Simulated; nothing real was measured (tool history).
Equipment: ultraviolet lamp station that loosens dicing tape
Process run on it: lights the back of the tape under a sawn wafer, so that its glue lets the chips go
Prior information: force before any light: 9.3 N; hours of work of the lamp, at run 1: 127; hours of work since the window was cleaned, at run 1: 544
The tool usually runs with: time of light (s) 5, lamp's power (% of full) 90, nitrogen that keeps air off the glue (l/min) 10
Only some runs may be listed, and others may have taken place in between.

| run | hour | time of light (s) | lamp's power (% of full) | nitrogen that keeps air off the glue (l/min) | hours of work of the lamp | hours of work since the window was cleaned | force that peels the tape off (N) | light that reached the tape (mJ/cm2) |
|---|---|---|---|---|---|---|---|---|
| 1 | 0 | 5 | 90 | 10 | 127 | 544 | 1.388 | 409 |
| 2 | 7.2 | 5 | 90 | 10 | 133 | 550 | 1.388 | 405 |
|  | 10 | window cleaned of glue's vapour |
| 3 | 15.1 | 5 | 90 | 10 | 139 | 4 | 1.685 | 364 |
| 4 | 25.8 | 5 | 90 | 10 | 147 | 13 | 1.671 | 363 |
| 5 | 31 | 5 | 90 | 7 | 151 | 17 | 2.013 | 365 |
| 6 | 41.3 | 5 | 90 | 7 | 160 | 25 | 2.083 | 362 |
| 7 | 48.2 | 5 | 90 | 7 | 165 | 30 | 2.048 | 365 |
| 8 | 59.4 | 7 | 67 | 7 | 174 | 39 | 1.977 | 370 |
| 9 | 68.8 | 6 | 71 | 19 | 181 | 47 | 1.441 | 338 |
| 10 | 79.7 | 6 | 95 | 19 | 190 | 55 | 0.894 | 447 |
|  | 82.6 | window cleaned of glue's vapour, once more |
| 11 | 88.6 | 8 | 63 | 15 | 197 | 5 | 0.734 | 511 |
| 12 | 98.2 | 8 | 71 | 13 | 204 | 12 | 0.65 | 580 |
| 13 | 108.7 | 3 | 85 | 10 | 213 | 21 | 2.684 | 258 |
| 14 | 117.7 | 3 | 85 | 10 | 220 | 28 | 2.664 | 256 |

Below are 4 alternative next runs, each starting from the tool's condition after run 14. Predict each:
| A | 126 | 8 | 90 | 10 | 227 | 35 | ? | ? |
| B | 126 | 10 | 77 | 19 | 227 | 35 | ? | ? |
| C | 126 | 10 | 89 | 18 | 227 | 35 | ? | ? |
| D | 126 | 5 | 90 | 17 | 227 | 35 | ? | ? |

| run | force that peels the tape off (N) | light that reached the tape (mJ/cm2) |
|---|---|---|
| A | 0.469 | 725 |
| B | 0.333 | 772 |
| C | 0.303 | 882 |
| D | 0.902 | 447 |
With no hidden state in the tool, these same runs would have given:
| run | force that peels the tape off (N) | light that reached the tape (mJ/cm2) |
|---|---|---|
| A | 0.391 | 806 |
| B | 0.297 | 858 |
| C | 0.281 | 981 |
| D | 0.734 | 497 |
